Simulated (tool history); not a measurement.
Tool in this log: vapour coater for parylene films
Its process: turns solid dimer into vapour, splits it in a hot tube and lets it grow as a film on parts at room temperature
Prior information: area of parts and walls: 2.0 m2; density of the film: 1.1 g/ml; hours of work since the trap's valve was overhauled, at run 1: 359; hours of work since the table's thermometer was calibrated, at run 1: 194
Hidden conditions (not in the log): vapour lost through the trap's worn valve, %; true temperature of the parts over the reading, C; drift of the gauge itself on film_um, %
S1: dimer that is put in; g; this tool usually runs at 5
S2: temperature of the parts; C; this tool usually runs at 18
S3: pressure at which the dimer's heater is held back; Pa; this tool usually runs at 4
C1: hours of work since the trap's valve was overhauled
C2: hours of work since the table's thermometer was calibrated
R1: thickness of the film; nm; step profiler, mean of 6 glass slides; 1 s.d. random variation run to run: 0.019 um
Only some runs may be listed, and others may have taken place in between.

| run | hour | S1 | S2 | S3 | C1 | C2 | R1 |
|---|---|---|---|---|---|---|---|
| 1 | 0 | 5 | 18 | 4 | 359 | 194 | 1580 |
| 2 | 18.5 | 5 | 18 | 4 | 374 | 208 | 1560 |
| 3 | 36.6 | 5 | 18 | 4 | 387 | 222 | 1520 |
| 4 | 47.1 | 5 | 18 | 4 | 396 | 230 | 1560 |
| 5 | 57.1 | 5 | 18 | 4 | 403 | 238 | 1510 |
| 6 | 70.2 | 5 | 18 | 4 | 413 | 248 | 1520 |
| 7 | 89.8 | 5 | 18 | 4 | 428 | 263 | 1540 |
| 8 | 100 | 5 | 18 | 4 | 436 | 271 | 1530 |
| 9 | 109.6 | 5 | 13 | 4 | 443 | 278 | 1750 |
| 10 | 118.7 | 5 | 17 | 4.56 | 450 | 285 | 1520 |
| 11 | 132.3 | 8 | 22 | 4.56 | 461 | 296 | 2120 |
| 12 | 141.9 | 2 | 12 | 4 | 468 | 303 | 700 |
| 13 | 158.6 | 5 | 18 | 6.02 | 481 | 316 | 1410 |
| 14 | 179.2 | 4 | 13 | 3.57 | 497 | 332 | 1380 |
| 15 | 189.7 | 3 | 22 | 4 | 505 | 340 | 820 |

4 options for the next run, each taken on its own from the tool as it stands now. Forecast them:
| A | 201.6 | 2 | 12 | 3.91 | 514 | 349 | ? |
| B | 201.6 | 5 | 18 | 5.45 | 514 | 349 | ? |
| C | 201.6 | 8 | 18 | 5.27 | 514 | 349 | ? |
| D | 201.6 | 2 | 18 | 5.07 | 514 | 349 | ? |

| run | R1 |
|---|---|
| A | 720 |
| B | 1420 |
| C | 2260 |
| D | 600 |
Had the tool no hidden state, the same runs would have come out as:
| run | R1 |
|---|---|
| A | 850 |
| B | 1690 |
| C | 2680 |
| D | 710 |

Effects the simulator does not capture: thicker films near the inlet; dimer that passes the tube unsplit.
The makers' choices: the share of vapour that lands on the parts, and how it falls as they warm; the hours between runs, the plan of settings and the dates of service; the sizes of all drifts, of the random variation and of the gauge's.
